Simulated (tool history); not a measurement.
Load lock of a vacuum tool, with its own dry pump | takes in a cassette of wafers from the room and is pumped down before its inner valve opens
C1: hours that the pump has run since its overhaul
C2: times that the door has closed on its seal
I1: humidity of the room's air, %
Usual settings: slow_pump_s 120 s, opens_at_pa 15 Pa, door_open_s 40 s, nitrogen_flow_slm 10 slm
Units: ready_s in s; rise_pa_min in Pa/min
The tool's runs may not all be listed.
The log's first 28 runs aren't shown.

run 29 day=289.562 | slow_pump_s=142 opens_at_pa=16 door_open_s=227 nitrogen_flow_slm=8 | C1=10463 C2=26197 | I1=41.7 | ready_s=174.9 rise_pa_min=0.075
run 30 day=299.846 | slow_pump_s=87 opens_at_pa=15 door_open_s=40 nitrogen_flow_slm=31 | C1=10710 C2=27024 | I1=46.5 | ready_s=127.3 rise_pa_min=0.023
run 31 day=310.758 | slow_pump_s=70 opens_at_pa=14 door_open_s=224 nitrogen_flow_slm=35 | C1=10972 C2=27902 | I1=47.1 | ready_s=111.7 rise_pa_min=0.05
run 32 day=320.438 | slow_pump_s=120 opens_at_pa=13 door_open_s=122 nitrogen_flow_slm=10 | C1=11204 C2=28680 | I1=46.5 | ready_s=156.6 rise_pa_min=0.059
run 33 day=331.117 | slow_pump_s=181 opens_at_pa=20 door_open_s=122 nitrogen_flow_slm=10 | C1=11461 C2=29539 | I1=44.1 | ready_s=207.5 rise_pa_min=0.06
run 34 day=340.188 | slow_pump_s=181 opens_at_pa=20 door_open_s=122 nitrogen_flow_slm=10 | C1=11678 C2=30268 | I1=43.9 | ready_s=208.4 rise_pa_min=0.057
run 35 day=347.004 | slow_pump_s=120 opens_at_pa=17 door_open_s=40 nitrogen_flow_slm=10 | C1=11842 C2=30817 | I1=49.6 | ready_s=155.5 rise_pa_min=0.03
run 36 day=360.579 | slow_pump_s=120 opens_at_pa=17 door_open_s=40 nitrogen_flow_slm=10 | C1=12168 C2=31908 | I1=48.8 | ready_s=154.1 rise_pa_min=0.031

3 ways to go on from here, each from the tool as it stands after run 36. What would each give?
run A day=370.354 | slow_pump_s=74 opens_at_pa=23 door_open_s=53 nitrogen_flow_slm=10 | C1=12402 C2=32694 | I1=45.9 | ready_s=? rise_pa_min=?
run B day=370.354 | slow_pump_s=89 opens_at_pa=15 door_open_s=143 nitrogen_flow_slm=10 | C1=12402 C2=32694 | I1=46.4 | ready_s=? rise_pa_min=?
run C day=370.354 | slow_pump_s=120 opens_at_pa=15 door_open_s=40 nitrogen_flow_slm=21 | C1=12402 C2=32694 | I1=44.3 | ready_s=? rise_pa_min=?

run=A ready_s=112.5 rise_pa_min=0.039
run=B ready_s=127.5 rise_pa_min=0.062
run=C ready_s=155.5 rise_pa_min=0.024
Without the tool's hidden state the same runs would have given:
run=A ready_s=112.5 rise_pa_min=0.038
run=B ready_s=127.4 rise_pa_min=0.061
run=C ready_s=155.4 rise_pa_min=0.023
